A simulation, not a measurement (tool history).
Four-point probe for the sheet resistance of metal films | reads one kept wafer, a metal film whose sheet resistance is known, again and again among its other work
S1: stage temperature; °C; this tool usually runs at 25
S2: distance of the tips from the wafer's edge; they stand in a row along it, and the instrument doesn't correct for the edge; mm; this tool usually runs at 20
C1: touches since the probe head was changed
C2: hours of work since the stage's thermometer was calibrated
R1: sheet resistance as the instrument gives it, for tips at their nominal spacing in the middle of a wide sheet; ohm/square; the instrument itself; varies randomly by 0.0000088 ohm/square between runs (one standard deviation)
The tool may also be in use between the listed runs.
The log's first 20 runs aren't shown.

run,day,S1,S2,C1,C2,R1
21,36.529,25,20,27108,579,0.044759
22,37.725,31,20,27554,600,0.044527
23,39.508,31,20,28221,631,0.044548
24,40.962,22,6,28765,657,0.045130
25,42.917,31,12,29496,691,0.044605
26,44.850,21,40,30219,725,0.044912
27,45.975,35,7,30640,745,0.044582
28,48.425,25,4,31556,788,0.045352
29,50.833,34,32,32457,830,0.044479
30,52.200,27,60,32969,854,0.044708
31,54.142,27,7,33695,888,0.044895
32,56.475,22,32,34566,928,0.044928
33,57.471,22,32,34940,946,0.044917
34,59.183,22,32,35579,976,0.044897
35,60.575,19,5,36100,1000,0.045404
36,62.808,28,13,36936,1039,0.044737
37,63.846,28,13,37324,1058,0.044746
38,65.383,28,68,37899,1084,0.044684
39,67.358,20,12,38637,1119,0.045052
40,69.725,22,5,39523,1161,0.045291
41,72.196,19,73,40447,1204,0.045045
42,73.850,19,73,41065,1233,0.045043
43,75.562,27,11,41706,1263,0.044802
44,76.717,29,4,42137,1283,0.045278
45,78.562,29,4,42827,1315,0.045282

Alternative continuations, all from the tool just after run 45; predict every row:
A,80.808,20,5,43668,1355,?
B,80.808,25,36,43668,1355,?
C,80.808,28,27,43668,1355,?

run,R1
A,0.045408
B,0.044832
C,0.044749
Stripped of hidden state, with their random variation kept, the same runs would have yielded:
run,R1
A,0.044803
B,0.044234
C,0.044151
